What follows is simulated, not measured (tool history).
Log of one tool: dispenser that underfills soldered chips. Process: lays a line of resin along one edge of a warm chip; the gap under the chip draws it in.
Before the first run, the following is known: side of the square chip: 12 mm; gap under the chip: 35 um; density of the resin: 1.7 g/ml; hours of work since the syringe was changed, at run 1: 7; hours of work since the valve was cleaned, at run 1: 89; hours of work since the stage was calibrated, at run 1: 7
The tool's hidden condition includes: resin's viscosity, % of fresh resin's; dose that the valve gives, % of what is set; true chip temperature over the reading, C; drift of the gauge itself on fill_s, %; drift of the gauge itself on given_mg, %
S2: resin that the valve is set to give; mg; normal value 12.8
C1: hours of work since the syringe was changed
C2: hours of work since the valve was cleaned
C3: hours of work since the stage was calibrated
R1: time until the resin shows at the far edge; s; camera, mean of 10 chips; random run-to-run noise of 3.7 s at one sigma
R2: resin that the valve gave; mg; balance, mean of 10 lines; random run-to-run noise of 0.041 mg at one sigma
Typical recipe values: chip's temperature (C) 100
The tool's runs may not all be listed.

run 1 hour=0.0 | chip's_temperature_(C)=100 S2=12.8 | C1=7 C2=89 C3=7 | R1=625.2 R2=12.17
run 2 hour=1.9 | chip's_temperature_(C)=100 S2=12.8 | C1=8 C2=90 C3=8 | R1=707.2 R2=12.22
run 3 hour=6.3 | chip's_temperature_(C)=100 S2=12.8 | C1=11 C2=93 C3=11 | R1=899.5 R2=12.12
-- hour=7.9 new syringe of resin
run 4 hour=10.4 | chip's_temperature_(C)=100 S2=12.8 | C1=2 C2=96 C3=13 | R1=403.4 R2=12.05
run 5 hour=14.4 | chip's_temperature_(C)=100 S2=12.5 | C1=4 C2=98 C3=16 | R1=506.8 R2=11.76
run 6 hour=16.9 | chip's_temperature_(C)=100 S2=12.5 | C1=6 C2=100 C3=18 | R1=589.9 R2=11.76
run 7 hour=18.8 | chip's_temperature_(C)=93 S2=12.5 | C1=7 C2=101 C3=19 | R1=809.1 R2=11.75
run 8 hour=21.0 | chip's_temperature_(C)=93 S2=12.5 | C1=9 C2=103 C3=21 | R1=925.9 R2=11.79
-- hour=25.4 new syringe of resin
run 9 hour=25.5 | chip's_temperature_(C)=100 S2=12.8 | C1=0 C2=106 C3=24 | R1=366.3 R2=12.10
-- hour=27.9 dispensing valve cleaned and set on the balance
run 10 hour=29.9 | chip's_temperature_(C)=100 S2=12.8 | C1=2 C2=1 C3=26 | R1=436.8 R2=12.81
run 11 hour=33.7 | chip's_temperature_(C)=100 S2=12.8 | C1=5 C2=4 C3=28 | R1=539.1 R2=12.80
run 12 hour=36.7 | chip's_temperature_(C)=89 S2=12.8 | C1=7 C2=6 C3=30 | R1=901.7 R2=12.69
run 13 hour=39.4 | chip's_temperature_(C)=89 S2=12.8 | C1=9 C2=8 C3=32 | R1=1049.4 R2=12.77
run 14 hour=42.4 | chip's_temperature_(C)=89 S2=12.8 | C1=11 C2=10 C3=34 | R1=1239.3 R2=12.77
-- hour=44.3 new syringe of resin
run 15 hour=46.9 | chip's_temperature_(C)=98 S2=11.2 | C1=2 C2=13 C3=37 | R1=456.9 R2=11.15
run 16 hour=51.0 | chip's_temperature_(C)=112 S2=12.0 | C1=5 C2=15 C3=40 | R1=360.2 R2=11.97
run 17 hour=55.1 | chip's_temperature_(C)=112 S2=12.0 | C1=7 C2=18 C3=43 | R1=462.9 R2=11.88
run 18 hour=59.4 | chip's_temperature_(C)=98 S2=13.0 | C1=10 C2=21 C3=46 | R1=884.0 R2=12.88
-- hour=61.8 new syringe of resin
run 19 hour=62.3 | chip's_temperature_(C)=88 S2=11.0 | C1=0 C2=23 C3=47 | R1=560.5 R2=10.88
run 20 hour=65.4 | chip's_temperature_(C)=88 S2=11.0 | C1=2 C2=25 C3=50 | R1=673.8 R2=10.91
run 21 hour=69.3 | chip's_temperature_(C)=104 S2=14.9 | C1=5 C2=28 C3=52 | R1=484.2 R2=14.71
run 22 hour=73.1 | chip's_temperature_(C)=108 S2=14.2 | C1=8 C2=30 C3=55 | R1=530.6 R2=13.95
run 23 hour=76.0 | chip's_temperature_(C)=89 S2=12.3 | C1=10 C2=32 C3=57 | R1=1134.3 R2=12.11
run 24 hour=77.8 | chip's_temperature_(C)=89 S2=12.3 | C1=11 C2=33 C3=58 | R1=1246.7 R2=12.13
-- hour=79.5 new syringe of resin
run 25 hour=80.2 | chip's_temperature_(C)=89 S2=12.3 | C1=0 C2=35 C3=59 | R1=534.0 R2=12.05
run 26 hour=82.3 | chip's_temperature_(C)=109 S2=12.3 | C1=2 C2=36 C3=61 | R1=323.8 R2=12.08
run 27 hour=85.9 | chip's_temperature_(C)=98 S2=14.4 | C1=4 C2=39 C3=63 | R1=545.7 R2=14.12

Consider 5 possible next runs. They are alternatives, not a sequence: every one starts from the tool as it was left by run 27. What does each give?
run A hour=89.1 | chip's_temperature_(C)=108 S2=15.2 | C1=7 C2=41 C3=65 | R1=? R2=?
run B hour=89.1 | chip's_temperature_(C)=102 S2=11.7 | C1=7 C2=41 C3=65 | R1=? R2=?
run C hour=89.1 | chip's_temperature_(C)=94 S2=13.9 | C1=7 C2=41 C3=65 | R1=? R2=?
run D hour=89.1 | chip's_temperature_(C)=102 S2=12.8 | C1=7 C2=41 C3=65 | R1=? R2=?
run E hour=89.1 | chip's_temperature_(C)=103 S2=12.9 | C1=7 C2=41 C3=65 | R1=? R2=?

run=A R1=478.7 R2=14.89
run=B R1=590.1 R2=11.41
run=C R1=737.7 R2=13.63
run=D R1=587.2 R2=12.47
run=E R1=561.2 R2=12.60
What these runs would have given with no unlogged condition in the tool:
run=A R1=283.5 R2=15.22
run=B R1=348.3 R2=11.67
run=C R1=437.1 R2=13.93
run=D R1=347.7 R2=12.74
run=E R1=332.0 R2=12.87
